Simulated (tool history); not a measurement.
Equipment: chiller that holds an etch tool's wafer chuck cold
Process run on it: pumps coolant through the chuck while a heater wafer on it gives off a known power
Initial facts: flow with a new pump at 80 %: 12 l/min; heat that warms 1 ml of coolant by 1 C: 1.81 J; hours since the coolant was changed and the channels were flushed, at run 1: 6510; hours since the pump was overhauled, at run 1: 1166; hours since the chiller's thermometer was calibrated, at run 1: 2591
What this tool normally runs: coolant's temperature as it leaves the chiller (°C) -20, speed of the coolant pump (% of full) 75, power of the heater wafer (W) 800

run,hour,coolant's temperature as it leaves the chiller (°C),speed of the coolant pump (% of full),power of the heater wafer (W),hours since the coolant was changed and the channels were flushed,hours since the pump was overhauled,hours since the chiller's thermometer was calibrated,chuck's temperature once it has settled (°C),how much warmer the coolant comes back (C)
1,0.0,-20,75,800,6510,1166,2591,-11.9,2.46
2,32.0,-20,75,800,6542,1198,2623,-12.0,2.42
3,54.3,-20,75,800,6565,1221,2646,-12.0,2.39
4,96.3,-20,75,800,6607,1263,2688,-11.9,2.38
5,130.0,-20,75,800,6640,1296,2721,-11.7,2.43
6,150.4,-20,75,800,6661,1317,2742,-11.8,2.46
7,179.5,-20,75,800,6690,1346,2771,-11.8,2.37
8,211.3,-20,75,800,6722,1378,2803,-11.7,2.48
9,237.6,-20,98,800,6748,1404,2829,-13.4,1.80
# hour 256.7: coolant changed, channels flushed
10,264.3,-20,98,800,8,1425,2850,-14.4,1.80
11,301.2,-20,98,510,45,1462,2887,-16.5,1.13
# hour 306.1: chiller's thermometer calibrated
12,339.7,-27,75,800,82,1499,34,-20.1,2.44
13,368.7,-27,75,800,111,1528,63,-20.0,2.39
14,399.5,-27,75,800,142,1559,93,-20.1,2.39
# hour 414.4: chiller's thermometer calibrated, once more
15,435.5,-27,75,800,177,1594,21,-20.3,2.41
16,458.0,-20,75,800,199,1616,44,-13.3,2.36
17,479.3,-20,75,734,221,1638,65,-13.7,2.20
18,517.9,-28,66,734,259,1676,104,-21.0,2.54
19,541.8,-28,66,734,283,1700,127,-21.0,2.59
20,568.2,-27,84,800,310,1727,154,-20.8,2.18
21,587.7,-20,75,407,329,1746,173,-16.6,1.24
22,619.2,-20,61,1076,361,1778,205,-9.3,4.09
23,656.7,-27,63,465,398,1815,242,-22.5,1.73
24,694.9,-22,85,933,436,1853,280,-15.1,2.46
25,719.5,-25,67,438,461,1878,305,-21.0,1.46
26,755.8,-13,83,1099,497,1914,341,-4.4,2.90
27,796.3,-27,96,721,538,1955,382,-22.1,1.73
28,837.6,-24,81,413,579,1996,423,-20.7,1.22
29,877.0,-19,60,621,618,2035,463,-12.6,2.42
30,907.3,-19,60,621,649,2066,493,-12.7,2.41
31,929.8,-20,72,800,671,2088,515,-12.9,2.54

Alternative continuations, all from the tool just after run 31; predict every row:
A,969.2,-19,75,962,711,2128,555,?,?
B,969.2,-26,72,676,711,2128,555,?,?
C,969.2,-13,68,470,711,2128,555,?,?
D,969.2,-13,64,1066,711,2128,555,?,?
E,969.2,-28,69,800,711,2128,555,?,?

run,chuck's temperature once it has settled (°C),how much warmer the coolant comes back (C)
A,-10.7,2.96
B,-20.1,2.20
C,-8.7,1.59
D,-2.5,3.86
E,-20.6,2.65
Stripped of hidden state, with their random variation kept, the same runs would have yielded:
run,chuck's temperature once it has settled (°C),how much warmer the coolant comes back (C)
A,-11.0,2.86
B,-20.4,2.12
C,-8.9,1.53
D,-3.0,3.72
E,-21.0,2.56
